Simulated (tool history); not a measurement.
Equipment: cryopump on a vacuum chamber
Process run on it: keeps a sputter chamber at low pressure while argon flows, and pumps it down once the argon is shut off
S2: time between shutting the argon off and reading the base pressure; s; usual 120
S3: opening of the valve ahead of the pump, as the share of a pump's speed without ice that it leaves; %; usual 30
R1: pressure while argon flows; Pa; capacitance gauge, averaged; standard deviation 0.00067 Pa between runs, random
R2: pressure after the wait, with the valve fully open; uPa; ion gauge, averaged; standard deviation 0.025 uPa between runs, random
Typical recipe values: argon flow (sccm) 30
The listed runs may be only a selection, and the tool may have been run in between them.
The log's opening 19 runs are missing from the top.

run 20 hour=959 | argon_flow_(sccm)=30 S2=120 S3=40 | R1=0.0886 R2=1.58
run 21 hour=991.9 | argon_flow_(sccm)=30 S2=120 S3=40 | R1=0.0902 R2=1.55
run 22 hour=1054.1 | argon_flow_(sccm)=41 S2=23 S3=17 | R1=0.2763 R2=5
run 23 hour=1100.2 | argon_flow_(sccm)=41 S2=23 S3=31 | R1=0.1574 R2=5.17
run 24 hour=1150.8 | argon_flow_(sccm)=41 S2=23 S3=57 | R1=0.0927 R2=4.96
run 25 hour=1183.7 | argon_flow_(sccm)=17 S2=80 S3=32 | R1=0.0646 R2=2.07
run 26 hour=1252.7 | argon_flow_(sccm)=12 S2=38 S3=30 | R1=0.0481 R2=3.54
run 27 hour=1300.1 | argon_flow_(sccm)=37 S2=182 S3=26 | R1=0.1729 R2=1.5
-- hour=1308 leaking fittings of the chamber tightened, without venting
run 28 hour=1332.5 | argon_flow_(sccm)=17 S2=22 S3=55 | R1=0.0415 R2=4.55
run 29 hour=1365.2 | argon_flow_(sccm)=12 S2=199 S3=48 | R1=0.0333 R2=0.83
run 30 hour=1399 | argon_flow_(sccm)=12 S2=199 S3=48 | R1=0.0335 R2=0.85
run 31 hour=1468.5 | argon_flow_(sccm)=12 S2=199 S3=48 | R1=0.0331 R2=0.91
-- hour=1499.5 pump warmed up, emptied and cooled again
run 32 hour=1507.8 | argon_flow_(sccm)=12 S2=234 S3=48 | R1=0.0286 R2=0.68
run 33 hour=1549.3 | argon_flow_(sccm)=12 S2=234 S3=48 | R1=0.029 R2=0.74
run 34 hour=1597.2 | argon_flow_(sccm)=31 S2=45 S3=20 | R1=0.1746 R2=2.48
run 35 hour=1661.6 | argon_flow_(sccm)=44 S2=115 S3=54 | R1=0.0947 R2=1.26

Here are 3 independent what-if runs from the current tool condition. What would each one return?
run A hour=1698.5 | argon_flow_(sccm)=26 S2=57 S3=30 | R1=? R2=?
run B hour=1698.5 | argon_flow_(sccm)=30 S2=196 S3=30 | R1=? R2=?
run C hour=1698.5 | argon_flow_(sccm)=30 S2=120 S3=16 | R1=? R2=?

run=A R1=0.0991 R2=2.11
run=B R1=0.1148 R2=0.89
run=C R1=0.2134 R2=1.2
What these runs would have given with no unlogged condition in the tool:
run=A R1=0.0954 R2=1.92
run=B R1=0.1106 R2=0.7
run=C R1=0.2091 R2=1.01
